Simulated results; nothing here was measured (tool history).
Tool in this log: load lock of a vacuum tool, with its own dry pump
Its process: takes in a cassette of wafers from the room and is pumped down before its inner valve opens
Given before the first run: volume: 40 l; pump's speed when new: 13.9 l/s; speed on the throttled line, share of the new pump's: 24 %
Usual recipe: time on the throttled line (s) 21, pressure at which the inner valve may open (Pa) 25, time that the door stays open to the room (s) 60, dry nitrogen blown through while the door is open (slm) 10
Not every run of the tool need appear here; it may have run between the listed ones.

run,hour,time on the throttled line (s),pressure at which the inner valve may open (Pa),time that the door stays open to the room (s),dry nitrogen blown through while the door is open (slm),"incoming humidity of the room's air, %",time from the closed door until the inner valve may open (s),rise of the pressure with all valves shut (Pa/min)
1,0.0,21,25,60,10,44.0,40.5,0.067
2,78.6,21,24,60,10,45.6,40.2,0.069
3,267.0,11,25,60,10,44.8,31.9,0.073
4,358.8,10,25,60,10,46.6,31.7,0.072
5,452.4,10,25,60,10,48.1,31.6,0.075
6,614.1,21,25,60,10,42.8,40.1,0.068
7,762.9,21,25,60,10,42.0,40.1,0.068
8,898.4,21,46,60,15,43.7,38.6,0.064
9,1078.2,21,46,60,15,42.7,38.5,0.063
10,1193.2,21,34,115,29,44.9,39.9,0.068
11,1282.6,21,34,115,29,44.1,39.5,0.068
12,1432.3,36,48,189,38,44.8,49.3,0.079

3 options for the next run, each taken on its own from the tool as it stands now. Forecast them:
A,1579.6,22,39,41,38,43.1,?,?
B,1579.6,36,27,189,38,43.4,?,?
C,1579.6,26,25,60,10,44.8,?,?

run,time from the closed door until the inner valve may open (s),rise of the pressure with all valves shut (Pa/min)
A,39.9,0.039
B,51.3,0.074
C,44.0,0.069
The same runs, with their run-to-run variation unchanged, on a tool lacking any hidden condition would have given:
run,time from the closed door until the inner valve may open (s),rise of the pressure with all valves shut (Pa/min)
A,39.9,0.037
B,51.3,0.072
C,44.0,0.068
